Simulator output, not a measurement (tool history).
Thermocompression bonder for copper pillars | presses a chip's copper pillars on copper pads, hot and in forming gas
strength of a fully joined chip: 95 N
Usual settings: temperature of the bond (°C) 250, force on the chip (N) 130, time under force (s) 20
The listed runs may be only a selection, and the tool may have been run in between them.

run,hour,temperature of the bond (°C),force on the chip (N),time under force (s),force that shears a chip off (N)
1,0,250,130,20,60.3
2,35.5,250,130,20,60.2
3,76.8,250,130,20,60.5
4,110.4,226,130,20,47.5
5,181.7,226,130,20,46.4
6,222.7,226,130,20,47.1
7,268.5,226,130,17,45.4
8,343.5,269,130,20,68.5
9,378.1,250,165,20,68.6
10,420.9,250,165,20,68.3
11,464.1,250,130,26,64.2
# hour 470.4: force cell calibrated
# hour 511.1: heater calibrated with a thermocouple chip
# hour 511.6: forming gas filter changed
12,526,250,130,26,60.9
13,564.7,250,130,44,69.8
14,597.9,250,130,12,47.9
15,640.5,250,130,20,55.9
# hour 686.5: force cell calibrated, once more
16,686.5,250,130,20,56
17,761.7,250,130,20,55.4
18,827.9,250,102,20,46.6
19,876,250,102,20,46.4
20,911.1,250,102,20,46.3
21,986.8,269,109,44,71.3
22,1056.6,269,109,44,69.9
23,1109.8,276,109,44,72.3
# hour 1149.3: forming gas filter changed
24,1165.1,226,109,44,51.8
25,1237.8,226,109,44,51.9
26,1280.6,226,109,44,52
27,1315.6,226,104,20,38.1
28,1373.3,250,130,13,51
29,1434.9,236,98,16,37.6
30,1469.5,231,141,24,54.6
31,1532.2,231,141,24,54.8
32,1604.4,231,141,24,54.6
33,1666,252,130,11,49.1
34,1704.2,250,92,14,39.8
35,1766,239,194,21,67.7

4 options for the next run, each taken on its own from the tool as it stands now. Forecast them:
# hour 1785.9: forming gas filter changed
A,1834.7,239,107,22,?
# hour 1785.9: forming gas filter changed
B,1834.7,275,106,23,?
# hour 1785.9: forming gas filter changed
C,1834.7,239,194,58,?
# hour 1785.9: forming gas filter changed
D,1834.7,237,118,21,?

run,force that shears a chip off (N)
A,49.8
B,66.8
C,83.6
D,52.2
With the hidden condition removed and each run's random variation left untouched, the same runs would have given:
run,force that shears a chip off (N)
A,44.3
B,61.9
C,80
D,46.5
